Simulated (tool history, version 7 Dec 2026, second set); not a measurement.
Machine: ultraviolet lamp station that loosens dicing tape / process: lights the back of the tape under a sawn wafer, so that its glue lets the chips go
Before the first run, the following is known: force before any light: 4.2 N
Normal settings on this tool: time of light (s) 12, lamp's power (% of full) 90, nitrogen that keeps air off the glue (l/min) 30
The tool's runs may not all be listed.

run,day,time of light (s),lamp's power (% of full),nitrogen that keeps air off the glue (l/min),force that peels the tape off (N),light that reached the tape (mJ/cm2)
1,0,12,90,30,0.109,392
2,0.908,12,96,30,0.099,413
3,2.283,12,60,30,0.255,259
4,3.375,12,90,30,0.119,391
# day 4.612: window cleaned of glue's vapour
5,5.029,12,90,30,0.12,393
6,6.333,12,90,30,0.121,395
7,7.808,21,90,30,0.079,688
8,8.712,21,90,30,0.078,694
9,9.875,21,90,30,0.085,694
10,11.446,21,90,30,0.082,682
11,12.179,13,90,30,0.103,426
12,13.275,12,90,10,0.275,390
13,14.358,12,90,10,0.275,393
14,15.462,11,90,10,0.329,360
# day 16.454: lamp changed
15,16.588,11,90,10,0.344,365
16,17.892,9,74,11,0.669,246
17,18.621,9,66,11,0.796,219
18,19.45,7,87,10,0.788,224
# day 20.088: window cleaned of glue's vapour
19,20.8,8,93,10,0.578,275
20,21.883,12,68,21,0.251,300
21,23.208,20,77,17,0.097,557
22,24.371,21,90,10,0.108,690
23,25.362,21,90,10,0.108,692
24,26.596,18,80,13,0.104,524
25,27.362,23,69,51,0.079,572
26,28.35,23,69,51,0.088,575

Alternative continuations, all from the tool just after run 26; predict every row:
A,29.617,23,78,51,?,?
B,29.617,20,76,51,?,?
C,29.617,23,81,25,?,?

run,force that peels the tape off (N),light that reached the tape (mJ/cm2)
A,0.081,661
B,0.091,558
C,0.067,680
Had the tool no hidden state, the same runs would have come out as:
run,force that peels the tape off (N),light that reached the tape (mJ/cm2)
A,0.081,662
B,0.091,559
C,0.067,681
